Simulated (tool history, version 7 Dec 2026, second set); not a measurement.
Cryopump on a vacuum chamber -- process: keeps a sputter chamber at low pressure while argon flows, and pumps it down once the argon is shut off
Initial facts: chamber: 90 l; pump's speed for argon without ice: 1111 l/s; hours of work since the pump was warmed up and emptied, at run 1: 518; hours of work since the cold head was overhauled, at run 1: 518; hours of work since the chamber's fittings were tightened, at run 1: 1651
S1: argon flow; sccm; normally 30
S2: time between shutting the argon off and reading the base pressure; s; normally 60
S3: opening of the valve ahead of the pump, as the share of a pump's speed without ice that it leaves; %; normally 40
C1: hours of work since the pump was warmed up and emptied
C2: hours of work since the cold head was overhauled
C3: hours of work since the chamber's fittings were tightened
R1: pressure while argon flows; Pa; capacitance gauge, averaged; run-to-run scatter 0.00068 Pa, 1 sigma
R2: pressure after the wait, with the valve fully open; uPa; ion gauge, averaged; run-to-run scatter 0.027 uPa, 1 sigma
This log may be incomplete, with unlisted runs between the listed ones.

run 1 hour=0 | S1=30 S2=60 S3=40 | C1=518 C2=518 C3=1651 | R1=0.125 R2=3.49
run 2 hour=31.2 | S1=30 S2=60 S3=40 | C1=540 C2=540 C3=1672 | R1=0.1243 R2=3.56
run 3 hour=57.9 | S1=30 S2=60 S3=40 | C1=558 C2=558 C3=1690 | R1=0.1248 R2=3.53
run 4 hour=95 | S1=30 S2=60 S3=40 | C1=583 C2=583 C3=1716 | R1=0.1275 R2=3.67
run 5 hour=119.5 | S1=30 S2=60 S3=40 | C1=600 C2=600 C3=1732 | R1=0.1271 R2=3.69
run 6 hour=144.3 | S1=30 S2=60 S3=45 | C1=617 C2=617 C3=1749 | R1=0.1133 R2=3.68
run 7 hour=164.4 | S1=30 S2=60 S3=40 | C1=630 C2=630 C3=1763 | R1=0.1283 R2=3.71
run 8 hour=193.6 | S1=30 S2=60 S3=40 | C1=650 C2=650 C3=1783 | R1=0.1294 R2=3.74
run 9 hour=227.8 | S1=30 S2=60 S3=40 | C1=674 C2=674 C3=1806 | R1=0.1291 R2=3.74
run 10 hour=251.6 | S1=30 S2=60 S3=40 | C1=690 C2=690 C3=1822 | R1=0.1295 R2=3.9
run 11 hour=271.1 | S1=30 S2=40 S3=40 | C1=703 C2=703 C3=1836 | R1=0.1291 R2=4.34
run 12 hour=301.4 | S1=30 S2=40 S3=40 | C1=724 C2=724 C3=1856 | R1=0.1302 R2=4.4
run 13 hour=319.9 | S1=30 S2=40 S3=40 | C1=737 C2=737 C3=1869 | R1=0.1317 R2=4.37
run 14 hour=355.2 | S1=30 S2=116 S3=40 | C1=761 C2=761 C3=1893 | R1=0.1312 R2=3.61
-- hour=371.1 pump warmed up, emptied and cooled again
run 15 hour=386.4 | S1=30 S2=60 S3=40 | C1=10 C2=778 C3=1911 | R1=0.1155 R2=3.4
run 16 hour=423.1 | S1=30 S2=60 S3=40 | C1=36 C2=804 C3=1936 | R1=0.1157 R2=3.36
run 17 hour=451.5 | S1=30 S2=60 S3=40 | C1=55 C2=823 C3=1955 | R1=0.1158 R2=3.34
run 18 hour=474.2 | S1=30 S2=60 S3=22 | C1=70 C2=838 C3=1971 | R1=0.2081 R2=3.4
run 19 hour=500.2 | S1=30 S2=20 S3=38 | C1=88 C2=856 C3=1989 | R1=0.1226 R2=5.33
run 20 hour=523.8 | S1=18 S2=136 S3=40 | C1=104 C2=872 C3=2005 | R1=0.0704 R2=3.01
run 21 hour=549.2 | S1=18 S2=136 S3=40 | C1=121 C2=890 C3=2022 | R1=0.0705 R2=2.99
run 22 hour=570.9 | S1=22 S2=92 S3=40 | C1=136 C2=904 C3=2037 | R1=0.0859 R2=3.22
run 23 hour=588.3 | S1=27 S2=250 S3=33 | C1=148 C2=916 C3=2049 | R1=0.1274 R2=2.86
run 24 hour=610.2 | S1=19 S2=250 S3=21 | C1=163 C2=931 C3=2064 | R1=0.1402 R2=2.74
run 25 hour=627.2 | S1=38 S2=60 S3=40 | C1=175 C2=943 C3=2075 | R1=0.148 R2=3.65
run 26 hour=651 | S1=33 S2=216 S3=40 | C1=191 C2=959 C3=2091 | R1=0.1301 R2=3.05
run 27 hour=678.7 | S1=33 S2=216 S3=40 | C1=210 C2=978 C3=2110 | R1=0.1292 R2=2.97
run 28 hour=703 | S1=33 S2=216 S3=40 | C1=226 C2=994 C3=2127 | R1=0.131 R2=3.02
run 29 hour=722.8 | S1=13 S2=60 S3=56 | C1=240 C2=1008 C3=2140 | R1=0.0382 R2=3.78
run 30 hour=758 | S1=13 S2=60 S3=56 | C1=264 C2=1032 C3=2164 | R1=0.0372 R2=3.84
run 31 hour=774.5 | S1=13 S2=60 S3=56 | C1=275 C2=1043 C3=2176 | R1=0.0373 R2=3.72
run 32 hour=809.9 | S1=14 S2=50 S3=22 | C1=299 C2=1067 C3=2200 | R1=0.0997 R2=3.95
run 33 hour=839.5 | S1=37 S2=60 S3=28 | C1=320 C2=1088 C3=2220 | R1=0.2087 R2=3.91
run 34 hour=859 | S1=17 S2=60 S3=40 | C1=333 C2=1101 C3=2233 | R1=0.0695 R2=3.92

Each run again, without the hidden state but with its own random variation kept:
Unlogged tool condition in this case: pump's speed, % of a pump's without ice; cold plate's temperature, K; leak into the chamber, uPa l/s; drift of the gauge itself on working_pa, %; drift of the gauge itself on base_upa, %.
run=1 R1=0.1142 R2=1.2
run=2 R1=0.1132 R2=1.23
run=3 R1=0.1132 R2=1.21
run=4 R1=0.1152 R2=1.23
run=5 R1=0.1144 R2=1.24
run=6 R1=0.1002 R2=1.21
run=7 R1=0.1148 R2=1.23
run=8 R1=0.1153 R2=1.17
run=9 R1=0.1144 R2=1.17
run=10 R1=0.1145 R2=1.22
run=11 R1=0.1138 R2=1.66
run=12 R1=0.1142 R2=1.66
run=13 R1=0.1154 R2=1.65
run=14 R1=0.1142 R2=0.74
run=15 R1=0.1146 R2=1.25
run=16 R1=0.1144 R2=1.22
run=17 R1=0.1143 R2=1.2
run=18 R1=0.2063 R2=1.2
run=19 R1=0.1205 R2=3.1
run=20 R1=0.069 R2=0.71
run=21 R1=0.0689 R2=0.7
run=22 R1=0.0838 R2=0.88
run=23 R1=0.1246 R2=0.48
run=24 R1=0.1381 R2=0.47
run=25 R1=0.1435 R2=1.24
run=26 R1=0.1258 R2=0.57
run=27 R1=0.1247 R2=0.54
run=28 R1=0.1261 R2=0.52
run=29 R1=0.0362 R2=1.24
run=30 R1=0.035 R2=1.21
run=31 R1=0.035 R2=1.15
run=32 R1=0.0969 R2=1.34
run=33 R1=0.2009 R2=1.2
run=34 R1=0.0658 R2=1.2
